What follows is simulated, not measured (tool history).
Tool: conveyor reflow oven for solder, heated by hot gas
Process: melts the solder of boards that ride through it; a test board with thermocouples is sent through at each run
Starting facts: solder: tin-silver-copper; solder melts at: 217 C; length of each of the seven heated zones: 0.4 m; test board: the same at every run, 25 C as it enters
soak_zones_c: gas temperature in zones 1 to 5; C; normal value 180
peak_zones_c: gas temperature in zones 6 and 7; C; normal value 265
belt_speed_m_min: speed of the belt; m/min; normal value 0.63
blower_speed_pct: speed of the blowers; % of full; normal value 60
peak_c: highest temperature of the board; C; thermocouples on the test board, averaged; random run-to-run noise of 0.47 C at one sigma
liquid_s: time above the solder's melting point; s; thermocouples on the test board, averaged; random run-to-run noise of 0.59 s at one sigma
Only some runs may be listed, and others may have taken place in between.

run	hour	soak_zones_c	peak_zones_c	belt_speed_m_min	blower_speed_pct	peak_c	liquid_s
1	0	180	265	0.63	60	241.9	47.6
2	38	180	265	0.63	60	241.7	47.4
3	59.5	180	265	0.63	60	241	47
4	92	180	265	0.63	60	241.2	46.9
5	126.6	180	265	0.63	60	241.5	48
6	159.6	180	265	0.63	60	239.8	46.1
7	182.7	180	265	0.63	57	239.2	44.4
8	210.6	180	265	0.63	60	239.7	44.8
# hour 252.8: flux residue cleaned out of gas plates and filters
9	254.9	180	265	0.63	60	244.6	51.1
10	274.1	180	265	0.63	60	244.4	50.3
11	300.8	180	265	0.63	60	243.7	49.9
12	328.3	180	265	0.63	86	249.6	58.7
13	363.5	180	265	0.63	86	248.9	57.7
14	401.5	180	265	0.63	86	248.6	56.3
15	435.2	180	265	0.743	60	236.8	33.1
# hour 441: belt drive overhauled, speed set with a stopwatch
16	462.3	165	276	0.568	60	252.2	59.4
17	502	165	257	0.568	52	233.6	37
18	523.2	168	273	0.568	52	245.9	53.9
19	544.7	168	273	0.568	52	246.6	55.6
20	572.2	168	273	0.568	52	246.4	54.5
# hour 597: belt drive overhauled, speed set with a stopwatch, once more
21	616.3	187	253	0.728	84	233.9	36.8
22	643.3	172	257	0.555	80	240.9	53.7
23	662.1	194	262	0.551	69	247.3	71.2
# hour 676.4: thermocouples of zones 6 and 7 changed
24	693.9	194	268	0.611	64	249.1	63.8
25	730.5	194	268	0.611	64	249.2	63
26	757.8	194	268	0.611	64	249.1	62.5
27	794.5	194	268	0.611	64	248.6	62.5
28	832.5	180	255	0.646	73	234.8	38.7

Predict each of these 4 candidate next runs independently; none follows another, all start after run 28:
# hour 840: flux residue cleaned out of gas plates and filters
A	868.2	172	257	0.63	52	?	?
# hour 840: flux residue cleaned out of gas plates and filters
B	868.2	180	255	0.548	73	?	?
# hour 840: flux residue cleaned out of gas plates and filters
C	868.2	180	265	0.557	83	?	?
# hour 840: flux residue cleaned out of gas plates and filters
D	868.2	191	260	0.63	60	?	?

run	peak_c	liquid_s
A	233.8	34
B	244.1	61.4
C	254.7	68.6
D	243.5	56.1
Had the tool no hidden state, the same runs would have come out as:
run	peak_c	liquid_s
A	234	34.3
B	244.2	61.6
C	255	68.7
D	243.7	56.3

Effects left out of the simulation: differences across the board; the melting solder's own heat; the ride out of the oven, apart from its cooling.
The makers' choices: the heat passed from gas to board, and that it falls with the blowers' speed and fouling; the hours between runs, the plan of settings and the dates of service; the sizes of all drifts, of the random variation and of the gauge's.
